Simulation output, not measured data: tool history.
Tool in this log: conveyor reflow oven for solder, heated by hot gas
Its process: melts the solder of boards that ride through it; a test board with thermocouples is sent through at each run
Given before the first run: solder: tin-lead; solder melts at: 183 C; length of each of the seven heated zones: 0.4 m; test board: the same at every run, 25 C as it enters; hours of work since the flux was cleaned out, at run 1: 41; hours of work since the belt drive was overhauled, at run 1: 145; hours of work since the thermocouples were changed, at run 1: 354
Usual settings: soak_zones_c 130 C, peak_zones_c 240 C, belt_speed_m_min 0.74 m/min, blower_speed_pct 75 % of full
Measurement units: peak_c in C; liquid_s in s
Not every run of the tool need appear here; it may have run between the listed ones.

run   hour  soak_zones_c  peak_zones_c  belt_speed_m_min  blower_speed_pct  hours of work since the flux was cleaned out  hours of work since the belt drive was overhauled  hours of work since the thermocouples were changed  peak_c  liquid_s
  1      0           130           240              0.74                75                                            41                                                145                                                 354   223.8      50.8
  2   70.5           130           240              0.74                75                                            96                                                201                                                 410   223.6      50.5
  3  108.3           130           246              0.74                75                                           126                                                230                                                 439   228.6      53.3
  4  143.7           130           240              0.74                75                                           153                                                258                                                 467   223.2      50.4
  5  185.9           130           240             0.875                75                                           186                                                291                                                 500   216.2      38.2
       221  -- flux residue cleaned out of gas plates and filters
  6  235.8           130           254              0.74                75                                            12                                                326                                                 535   237.5      57.5
     246.2  -- belt drive overhauled, speed set with a stopwatch
  7  305.3           130           237              0.74                75                                            63                                                 46                                                 586   221.7      49.8
  8    340           130           237             0.765                75                                            90                                                 73                                                 614   220.5      47.4
  9  413.2           139           237             0.765                76                                           147                                                131                                                 671   222.1      50.5
 10  458.7           130           240             0.757                51                                           183                                                166                                                 707     214      42.1
 11  490.1           124           237             0.639                53                                           208                                                191                                                 731   218.2        53
       502  -- flux residue cleaned out of gas plates and filters
     518.4  -- thermocouples of zones 6 and 7 changed
 12  567.9           124           243              0.74                75                                            50                                                246                                                  39     224      49.8
     583.9  -- belt drive overhauled, speed set with a stopwatch, once more
 13  624.4           140           252              0.74                51                                            91                                                 32                                                  80   225.9      53.9

Predict each of these 4 candidate next runs independently; none follows another, all start after run 13:
  A  668.7           140           228             0.648                56                                           126                                                 66                                                 114       ?         ?
  B  668.7           123           240              0.74                76                                           126                                                 66                                                 114       ?         ?
  C  668.7           138           240             0.695                67                                           126                                                 66                                                 114       ?         ?
  D  668.7           143           236             0.887                75                                           126                                                 66                                                 114       ?         ?

run  peak_c  liquid_s
  A   211.9      51.9
  B   221.1      47.1
  C   223.1      55.7
  D   214.6      39.5
Had the tool no hidden state, the same runs would have come out as:
run  peak_c  liquid_s
  A   213.2      53.1
  B     223      48.4
  C   224.7      56.7
  D   216.4      40.8
